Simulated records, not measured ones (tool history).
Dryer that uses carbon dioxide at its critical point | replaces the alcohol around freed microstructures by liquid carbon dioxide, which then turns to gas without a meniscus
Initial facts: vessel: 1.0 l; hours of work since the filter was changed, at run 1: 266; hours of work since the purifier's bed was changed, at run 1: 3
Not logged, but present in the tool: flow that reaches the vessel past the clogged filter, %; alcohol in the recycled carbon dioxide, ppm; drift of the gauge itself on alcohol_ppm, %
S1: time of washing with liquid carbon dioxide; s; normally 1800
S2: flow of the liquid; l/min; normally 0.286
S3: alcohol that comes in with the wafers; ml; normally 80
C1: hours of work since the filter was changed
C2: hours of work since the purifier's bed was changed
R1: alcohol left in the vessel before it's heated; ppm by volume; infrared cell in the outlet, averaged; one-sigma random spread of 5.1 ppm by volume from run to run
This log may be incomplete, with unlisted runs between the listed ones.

run 1 hour=0 | S1=1800 S2=0.286 S3=80 | C1=266 C2=3 | R1=94
run 2 hour=6.7 | S1=1800 S2=0.286 S3=80 | C1=270 C2=7 | R1=92
run 3 hour=15.3 | S1=1800 S2=0.286 S3=80 | C1=275 C2=12 | R1=100
run 4 hour=23.4 | S1=1800 S2=0.286 S3=80 | C1=280 C2=16 | R1=110
run 5 hour=33.1 | S1=1800 S2=0.286 S3=79 | C1=285 C2=22 | R1=97
run 6 hour=43.1 | S1=1800 S2=0.286 S3=80 | C1=291 C2=28 | R1=102
run 7 hour=51.5 | S1=1800 S2=0.286 S3=80 | C1=295 C2=32 | R1=125
run 8 hour=60.3 | S1=1440 S2=0.286 S3=80 | C1=300 C2=37 | R1=387
run 9 hour=66.7 | S1=1800 S2=0.286 S3=80 | C1=304 C2=41 | R1=123
run 10 hour=75.7 | S1=1800 S2=0.202 S3=80 | C1=309 C2=46 | R1=649
run 11 hour=86.1 | S1=1800 S2=0.202 S3=60 | C1=315 C2=52 | R1=492
run 12 hour=95.1 | S1=1800 S2=0.286 S3=80 | C1=320 C2=57 | R1=134
run 13 hour=103.1 | S1=1800 S2=0.286 S3=80 | C1=325 C2=62 | R1=124
run 14 hour=108.1 | S1=1800 S2=0.366 S3=80 | C1=328 C2=64 | R1=46
run 15 hour=118.1 | S1=1800 S2=0.286 S3=80 | C1=333 C2=70 | R1=123
run 16 hour=123.9 | S1=1800 S2=0.466 S3=80 | C1=337 C2=73 | R1=31
run 17 hour=132.4 | S1=1800 S2=0.466 S3=80 | C1=341 C2=78 | R1=40
run 18 hour=138.6 | S1=1800 S2=0.462 S3=80 | C1=345 C2=82 | R1=41
run 19 hour=144.8 | S1=1140 S2=0.286 S3=80 | C1=348 C2=85 | R1=1251
run 20 hour=153.4 | S1=1140 S2=0.286 S3=20 | C1=353 C2=90 | R1=335
run 21 hour=160.5 | S1=1800 S2=0.286 S3=95 | C1=357 C2=94 | R1=172
run 22 hour=168.9 | S1=1680 S2=0.286 S3=80 | C1=362 C2=99 | R1=209
run 23 hour=178.1 | S1=1680 S2=0.286 S3=80 | C1=367 C2=104 | R1=221
run 24 hour=183.2 | S1=1680 S2=0.286 S3=80 | C1=370 C2=107 | R1=219
run 25 hour=192.4 | S1=1800 S2=0.286 S3=33 | C1=375 C2=112 | R1=90
-- hour=202.1 inlet filter changed
run 26 hour=203.3 | S1=1800 S2=0.286 S3=33 | C1=1 C2=118 | R1=68
run 27 hour=208.1 | S1=1680 S2=0.222 S3=80 | C1=3 C2=121 | R1=403
run 28 hour=218 | S1=1080 S2=0.222 S3=80 | C1=9 C2=126 | R1=2511
run 29 hour=222.2 | S1=1080 S2=0.222 S3=80 | C1=11 C2=129 | R1=2492
run 30 hour=228.5 | S1=1080 S2=0.222 S3=46 | C1=15 C2=132 | R1=1422
run 31 hour=237.5 | S1=2220 S2=0.277 S3=36 | C1=20 C2=137 | R1=56
run 32 hour=243.9 | S1=1140 S2=0.213 S3=80 | C1=24 C2=141 | R1=2435
run 33 hour=248.1 | S1=1140 S2=0.423 S3=80 | C1=26 C2=143 | R1=164
run 34 hour=254.9 | S1=1140 S2=0.423 S3=80 | C1=30 C2=147 | R1=153
run 35 hour=260.3 | S1=1140 S2=0.423 S3=80 | C1=33 C2=150 | R1=163
run 36 hour=266 | S1=1380 S2=0.192 S3=31 | C1=36 C2=153 | R1=719
run 37 hour=271.1 | S1=1620 S2=0.182 S3=77 | C1=39 C2=156 | R1=1106
run 38 hour=276.4 | S1=1560 S2=0.286 S3=80 | C1=42 C2=159 | R1=208
run 39 hour=283.6 | S1=2760 S2=0.286 S3=80 | C1=46 C2=163 | R1=62
run 40 hour=289.7 | S1=1800 S2=0.295 S3=33 | C1=50 C2=167 | R1=97
run 41 hour=295.1 | S1=1800 S2=0.295 S3=33 | C1=53 C2=170 | R1=96
run 42 hour=300.3 | S1=1200 S2=0.398 S3=33 | C1=56 C2=173 | R1=116
run 43 hour=307 | S1=1800 S2=0.188 S3=80 | C1=59 C2=177 | R1=658
run 44 hour=312 | S1=2040 S2=0.396 S3=35 | C1=62 C2=180 | R1=77
run 45 hour=322.6 | S1=1320 S2=0.269 S3=113 | C1=68 C2=185 | R1=809
run 46 hour=328.4 | S1=1320 S2=0.298 S3=60 | C1=72 C2=189 | R1=327
run 47 hour=337 | S1=1140 S2=0.201 S3=80 | C1=77 C2=194 | R1=3100

How the hidden state differs across the entries between the runs, from the last listed run before each to the first after it:
Logged between run 25 and run 26: inlet filter changed (hour 202.1)
  flow that reaches the vessel past the clogged filter, %: 88.4 -> 99.6; alcohol in the recycled carbon dioxide, ppm: 50 -> 52.2
  the result without the hidden state subtracted from the measured one, R1: +70 -> +48 ppm by volume
